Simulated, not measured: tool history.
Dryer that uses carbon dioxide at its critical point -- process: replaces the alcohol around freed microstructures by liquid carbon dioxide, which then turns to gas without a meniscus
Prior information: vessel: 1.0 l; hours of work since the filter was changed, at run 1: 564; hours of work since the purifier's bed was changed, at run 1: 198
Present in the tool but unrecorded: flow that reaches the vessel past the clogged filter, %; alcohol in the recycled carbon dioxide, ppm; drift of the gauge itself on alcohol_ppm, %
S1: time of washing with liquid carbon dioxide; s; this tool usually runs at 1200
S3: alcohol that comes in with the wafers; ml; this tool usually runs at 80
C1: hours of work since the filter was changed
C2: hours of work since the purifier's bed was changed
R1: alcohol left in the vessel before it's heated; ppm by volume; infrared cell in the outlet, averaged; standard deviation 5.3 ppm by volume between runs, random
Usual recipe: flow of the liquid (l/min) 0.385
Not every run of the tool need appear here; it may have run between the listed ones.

run 1 hour=0 | S1=1200 flow_of_the_liquid_(l/min)=0.385 S3=80 | C1=564 C2=198 | R1=299
run 2 hour=28.3 | S1=1200 flow_of_the_liquid_(l/min)=0.385 S3=80 | C1=585 C2=219 | R1=314
-- hour=33.9 inlet filter changed
run 3 hour=64.5 | S1=1260 flow_of_the_liquid_(l/min)=0.385 S3=80 | C1=22 C2=244 | R1=199
run 4 hour=89.4 | S1=780 flow_of_the_liquid_(l/min)=0.385 S3=80 | C1=40 C2=262 | R1=1244
run 5 hour=128.6 | S1=780 flow_of_the_liquid_(l/min)=0.385 S3=80 | C1=68 C2=290 | R1=1269
run 6 hour=162.6 | S1=1200 flow_of_the_liquid_(l/min)=0.464 S3=80 | C1=93 C2=315 | R1=177
run 7 hour=184.8 | S1=1200 flow_of_the_liquid_(l/min)=0.464 S3=80 | C1=109 C2=331 | R1=195
run 8 hour=225.7 | S1=1200 flow_of_the_liquid_(l/min)=0.464 S3=80 | C1=138 C2=360 | R1=208
run 9 hour=276.3 | S1=1200 flow_of_the_liquid_(l/min)=0.408 S3=80 | C1=175 C2=397 | R1=271
run 10 hour=308 | S1=1200 flow_of_the_liquid_(l/min)=0.408 S3=80 | C1=198 C2=420 | R1=281
run 11 hour=345.5 | S1=1200 flow_of_the_liquid_(l/min)=0.408 S3=80 | C1=225 C2=447 | R1=305
run 12 hour=374.3 | S1=1200 flow_of_the_liquid_(l/min)=0.408 S3=80 | C1=246 C2=468 | R1=325
run 13 hour=417.8 | S1=1200 flow_of_the_liquid_(l/min)=0.408 S3=80 | C1=277 C2=499 | R1=337
-- hour=430.2 purifier's bed changed
run 14 hour=442.1 | S1=1200 flow_of_the_liquid_(l/min)=0.549 S3=80 | C1=292 C2=9 | R1=22
run 15 hour=468.4 | S1=1200 flow_of_the_liquid_(l/min)=0.385 S3=77 | C1=311 C2=28 | R1=167

Take each entry between the runs: how does the hidden state at the last listed run before it differ from the hidden state at the first listed run after it?
In the gap between runs 2 and 3: inlet filter changed (hour 33.9)
  flow that reaches the vessel past the clogged filter, %: 89.8 -> 99.4; alcohol in the recycled carbon dioxide, ppm: 105.1 -> 118
  measured result minus the result with no hidden state, R1: +203 -> +116 ppm by volume
In the gap between runs 13 and 14: purifier's bed changed (hour 430.2)
  flow that reaches the vessel past the clogged filter, %: 94.9 -> 94.6; alcohol in the recycled carbon dioxide, ppm: 240.7 -> 9.8
  measured result minus the result with no hidden state, R1: +264 -> +8 ppm by volume
